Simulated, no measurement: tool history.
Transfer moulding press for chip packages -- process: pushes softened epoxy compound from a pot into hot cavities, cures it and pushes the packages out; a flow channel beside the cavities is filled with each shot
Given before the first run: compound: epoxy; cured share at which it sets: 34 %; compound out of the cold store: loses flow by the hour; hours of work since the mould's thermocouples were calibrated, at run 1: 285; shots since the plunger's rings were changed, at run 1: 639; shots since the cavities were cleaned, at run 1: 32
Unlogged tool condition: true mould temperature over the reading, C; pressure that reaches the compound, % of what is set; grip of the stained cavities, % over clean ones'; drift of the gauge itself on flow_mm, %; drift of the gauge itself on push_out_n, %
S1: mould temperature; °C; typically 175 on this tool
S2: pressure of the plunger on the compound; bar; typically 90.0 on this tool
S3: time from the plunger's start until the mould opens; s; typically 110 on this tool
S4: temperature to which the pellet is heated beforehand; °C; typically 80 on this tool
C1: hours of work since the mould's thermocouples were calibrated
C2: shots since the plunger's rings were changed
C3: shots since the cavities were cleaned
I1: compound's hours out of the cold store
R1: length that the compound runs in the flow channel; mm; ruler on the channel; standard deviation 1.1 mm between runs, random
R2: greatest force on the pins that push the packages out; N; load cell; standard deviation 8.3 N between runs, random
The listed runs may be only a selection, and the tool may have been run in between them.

{"run": 1, "hour": 0.0, "S1": 175, "S2": 90.0, "S3": 110, "S4": 80, "C1": 285, "C2": 639, "C3": 32, "I1": 12.2, "R1": 682, "R2": 397}
{"hour": 41.8, "done": "cavities cleaned with cleaning compound and waxed"}
{"run": 2, "hour": 51.0, "S1": 175, "S2": 90.0, "S3": 110, "S4": 80, "C1": 323, "C2": 1262, "C3": 116, "I1": 18.5, "R1": 664, "R2": 436}
{"hour": 85.6, "done": "cavities cleaned with cleaning compound and waxed"}
{"run": 3, "hour": 98.7, "S1": 176, "S2": 90.0, "S3": 110, "S4": 80, "C1": 359, "C2": 1844, "C3": 165, "I1": 29.7, "R1": 634, "R2": 442}
{"hour": 127.9, "done": "cavities cleaned with cleaning compound and waxed"}
{"run": 4, "hour": 152.0, "S1": 175, "S2": 90.0, "S3": 110, "S4": 80, "C1": 399, "C2": 2497, "C3": 303, "I1": 27.5, "R1": 638, "R2": 513}
{"hour": 169.7, "done": "cavities cleaned with cleaning compound and waxed"}
{"hour": 211.5, "done": "cavities cleaned with cleaning compound and waxed"}
{"run": 5, "hour": 213.7, "S1": 175, "S2": 90.0, "S3": 110, "S4": 80, "C1": 444, "C2": 3236, "C3": 28, "I1": 37.0, "R1": 615, "R2": 408}
{"hour": 253.7, "done": "cavities cleaned with cleaning compound and waxed"}
{"hour": 292.2, "done": "plunger's sealing rings changed"}
{"run": 6, "hour": 294.5, "S1": 180, "S2": 90.0, "S3": 110, "S4": 80, "C1": 503, "C2": 29, "C3": 482, "I1": 19.8, "R1": 657, "R2": 519}
{"hour": 300.1, "done": "cavities cleaned with cleaning compound and waxed"}
{"hour": 321.6, "done": "mould's thermocouples calibrated"}
{"hour": 344.3, "done": "cavities cleaned with cleaning compound and waxed"}
{"run": 7, "hour": 368.4, "S1": 180, "S2": 90.0, "S3": 110, "S4": 80, "C1": 35, "C2": 896, "C3": 303, "I1": 14.6, "R1": 666, "R2": 437}
{"hour": 387.5, "done": "cavities cleaned with cleaning compound and waxed"}
{"run": 8, "hour": 423.2, "S1": 175, "S2": 90.0, "S3": 111, "S4": 80, "C1": 76, "C2": 1568, "C3": 450, "I1": 19.4, "R1": 658, "R2": 553}
{"hour": 429.9, "done": "cavities cleaned with cleaning compound and waxed"}
{"run": 9, "hour": 463.0, "S1": 175, "S2": 90.0, "S3": 111, "S4": 80, "C1": 106, "C2": 2050, "C3": 416, "I1": 28.5, "R1": 636, "R2": 528}
{"hour": 472.0, "done": "cavities cleaned with cleaning compound and waxed"}
{"hour": 514.6, "done": "cavities cleaned with cleaning compound and waxed"}
{"run": 10, "hour": 520.7, "S1": 175, "S2": 90.0, "S3": 111, "S4": 80, "C1": 148, "C2": 2739, "C3": 77, "I1": 29.7, "R1": 631, "R2": 424}
{"run": 11, "hour": 551.5, "S1": 175, "S2": 90.0, "S3": 111, "S4": 77, "C1": 172, "C2": 3127, "C3": 465, "I1": 21.7, "R1": 647, "R2": 568}
{"hour": 558.2, "done": "cavities cleaned with cleaning compound and waxed"}
{"hour": 601.3, "done": "cavities cleaned with cleaning compound and waxed"}
{"run": 12, "hour": 605.2, "S1": 175, "S2": 90.0, "S3": 111, "S4": 77, "C1": 211, "C2": 3765, "C3": 49, "I1": 35.3, "R1": 614, "R2": 412}
{"hour": 643.5, "done": "plunger's sealing rings changed"}
{"hour": 645.0, "done": "cavities cleaned with cleaning compound and waxed"}
{"run": 13, "hour": 651.3, "S1": 170, "S2": 104.4, "S3": 147, "S4": 77, "C1": 244, "C2": 80, "C3": 80, "I1": 25.4, "R1": 712, "R2": 363}
{"hour": 686.4, "done": "cavities cleaned with cleaning compound and waxed"}
{"run": 14, "hour": 707.9, "S1": 170, "S2": 85.5, "S3": 96, "S4": 79, "C1": 286, "C2": 773, "C3": 271, "I1": 45.3, "R1": 599, "R2": 845}
{"hour": 727.1, "done": "cavities cleaned with cleaning compound and waxed"}
{"hour": 767.2, "done": "cavities cleaned with cleaning compound and waxed"}
{"run": 15, "hour": 767.2, "S1": 175, "S2": 90.0, "S3": 104, "S4": 80, "C1": 330, "C2": 1482, "C3": 0, "I1": 31.4, "R1": 633, "R2": 419}
{"hour": 812.2, "done": "cavities cleaned with cleaning compound and waxed"}
{"run": 16, "hour": 843.2, "S1": 175, "S2": 90.0, "S3": 104, "S4": 80, "C1": 387, "C2": 2421, "C3": 391, "I1": 46.7, "R1": 598, "R2": 556}
{"hour": 853.7, "done": "cavities cleaned with cleaning compound and waxed"}
{"hour": 894.9, "done": "cavities cleaned with cleaning compound and waxed"}
{"run": 17, "hour": 913.6, "S1": 175, "S2": 91.8, "S3": 112, "S4": 80, "C1": 439, "C2": 3269, "C3": 235, "I1": 38.2, "R1": 616, "R2": 448}
{"hour": 939.6, "done": "cavities cleaned with cleaning compound and waxed"}
{"hour": 980.4, "done": "cavities cleaned with cleaning compound and waxed"}
{"run": 18, "hour": 982.4, "S1": 175, "S2": 89.9, "S3": 112, "S4": 85, "C1": 490, "C2": 4098, "C3": 25, "I1": 29.4, "R1": 625, "R2": 388}
{"hour": 989.7, "done": "plunger's sealing rings changed"}
{"hour": 1023.2, "done": "cavities cleaned with cleaning compound and waxed"}
{"run": 19, "hour": 1023.2, "S1": 175, "S2": 102.9, "S3": 94, "S4": 71, "C1": 519, "C2": 402, "C3": 0, "I1": 9.2, "R1": 739, "R2": 550}
{"hour": 1030.1, "done": "mould's thermocouples calibrated"}
{"hour": 1067.0, "done": "cavities cleaned with cleaning compound and waxed"}
{"run": 20, "hour": 1072.3, "S1": 175, "S2": 102.9, "S3": 94, "S4": 71, "C1": 31, "C2": 978, "C3": 68, "I1": 36.7, "R1": 665, "R2": 562}
{"hour": 1110.5, "done": "cavities cleaned with cleaning compound and waxed"}
{"run": 21, "hour": 1143.5, "S1": 181, "S2": 95.6, "S3": 131, "S4": 75, "C1": 85, "C2": 1855, "C3": 416, "I1": 22.7, "R1": 658, "R2": 439}
{"hour": 1154.1, "done": "cavities cleaned with cleaning compound and waxed"}
{"hour": 1197.1, "done": "cavities cleaned with cleaning compound and waxed"}
{"run": 22, "hour": 1200.3, "S1": 175, "S2": 95.6, "S3": 131, "S4": 75, "C1": 127, "C2": 2532, "C3": 40, "I1": 24.0, "R1": 665, "R2": 331}
{"hour": 1240.3, "done": "cavities cleaned with cleaning compound and waxed"}
{"run": 23, "hour": 1240.3, "S1": 175, "S2": 82.0, "S3": 93, "S4": 80, "C1": 157, "C2": 3017, "C3": 0, "I1": 15.1, "R1": 634, "R2": 555}
{"run": 24, "hour": 1276.7, "S1": 175, "S2": 80.1, "S3": 110, "S4": 80, "C1": 185, "C2": 3476, "C3": 459, "I1": 36.0, "R1": 578, "R2": 567}

Per-run results on a tool with no hidden state, each run keeping its own random variation:
run=1 R1=685 R2=369
run=2 R1=670 R2=368
run=3 R1=642 R2=362
run=4 R1=649 R2=373
run=5 R1=628 R2=373
run=6 R1=656 R2=336
run=7 R1=671 R2=321
run=8 R1=666 R2=371
run=9 R1=646 R2=362
run=10 R1=643 R2=376
run=11 R1=661 R2=381
run=12 R1=630 R2=378
run=13 R1=713 R2=327
run=14 R1=603 R2=630
run=15 R1=640 R2=410
run=16 R1=608 R2=386
run=17 R1=630 R2=336
run=18 R1=642 R2=352
run=19 R1=740 R2=515
run=20 R1=671 R2=510
run=21 R1=667 R2=298
run=22 R1=677 R2=307
run=23 R1=647 R2=528
run=24 R1=592 R2=376

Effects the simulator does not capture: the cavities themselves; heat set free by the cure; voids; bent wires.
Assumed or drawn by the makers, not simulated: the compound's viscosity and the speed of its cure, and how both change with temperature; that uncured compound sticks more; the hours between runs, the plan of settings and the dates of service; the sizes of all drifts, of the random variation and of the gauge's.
